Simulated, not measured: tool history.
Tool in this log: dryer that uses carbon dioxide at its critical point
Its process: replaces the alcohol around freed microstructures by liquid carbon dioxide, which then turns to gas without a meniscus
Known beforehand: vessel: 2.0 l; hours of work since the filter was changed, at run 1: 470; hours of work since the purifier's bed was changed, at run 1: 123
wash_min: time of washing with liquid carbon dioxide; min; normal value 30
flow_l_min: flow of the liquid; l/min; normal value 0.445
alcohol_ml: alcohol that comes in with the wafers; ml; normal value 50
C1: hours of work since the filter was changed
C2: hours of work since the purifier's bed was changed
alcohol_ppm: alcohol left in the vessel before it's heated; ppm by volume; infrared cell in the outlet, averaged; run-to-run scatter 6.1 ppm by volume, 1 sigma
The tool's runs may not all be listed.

{"run": 1, "hour": 0.0, "wash_min": 30, "flow_l_min": 0.445, "alcohol_ml": 50, "C1": 470, "C2": 123, "alcohol_ppm": 460}
{"run": 2, "hour": 34.4, "wash_min": 30, "flow_l_min": 0.445, "alcohol_ml": 50, "C1": 493, "C2": 146, "alcohol_ppm": 478}
{"hour": 45.8, "done": "inlet filter changed"}
{"run": 3, "hour": 56.6, "wash_min": 30, "flow_l_min": 0.445, "alcohol_ml": 50, "C1": 7, "C2": 160, "alcohol_ppm": 265}
{"run": 4, "hour": 78.0, "wash_min": 28, "flow_l_min": 0.445, "alcohol_ml": 50, "C1": 22, "C2": 174, "alcohol_ppm": 360}
{"run": 5, "hour": 99.1, "wash_min": 28, "flow_l_min": 0.467, "alcohol_ml": 50, "C1": 36, "C2": 188, "alcohol_ppm": 315}
{"run": 6, "hour": 131.7, "wash_min": 28, "flow_l_min": 0.467, "alcohol_ml": 50, "C1": 57, "C2": 210, "alcohol_ppm": 314}
{"run": 7, "hour": 174.1, "wash_min": 28, "flow_l_min": 0.467, "alcohol_ml": 50, "C1": 86, "C2": 238, "alcohol_ppm": 338}
{"run": 8, "hour": 204.0, "wash_min": 43, "flow_l_min": 0.294, "alcohol_ml": 72, "C1": 106, "C2": 258, "alcohol_ppm": 589}
{"run": 9, "hour": 244.3, "wash_min": 30, "flow_l_min": 0.445, "alcohol_ml": 79, "C1": 132, "C2": 285, "alcohol_ppm": 496}
{"run": 10, "hour": 283.8, "wash_min": 30, "flow_l_min": 0.445, "alcohol_ml": 79, "C1": 159, "C2": 311, "alcohol_ppm": 524}
{"run": 11, "hour": 302.4, "wash_min": 37, "flow_l_min": 0.618, "alcohol_ml": 96, "C1": 171, "C2": 324, "alcohol_ppm": 99}

Pick out some run-to-run changes in alcohol_ppm. Of each, how much would a tool without hidden state show as well, from the settings, what came in and chance, and how much is left for the hidden state and any gauge scatter not in both results compared?
Unlogged tool condition in this case: flow that reaches the vessel past the clogged filter, %; alcohol in the recycled carbon dioxide, ppm; drift of the gauge itself on alcohol_ppm, %.
Run 2 -> 3: inlet filter changed. alcohol_ppm -213 ppm by volume: hidden state -208, all else -5.
Run 10 -> 11: wash_min 30 -> 37, flow_l_min 0.445 -> 0.618, alcohol_ml 79 -> 96. alcohol_ppm -425 ppm by volume: hidden state -78, all else -347.

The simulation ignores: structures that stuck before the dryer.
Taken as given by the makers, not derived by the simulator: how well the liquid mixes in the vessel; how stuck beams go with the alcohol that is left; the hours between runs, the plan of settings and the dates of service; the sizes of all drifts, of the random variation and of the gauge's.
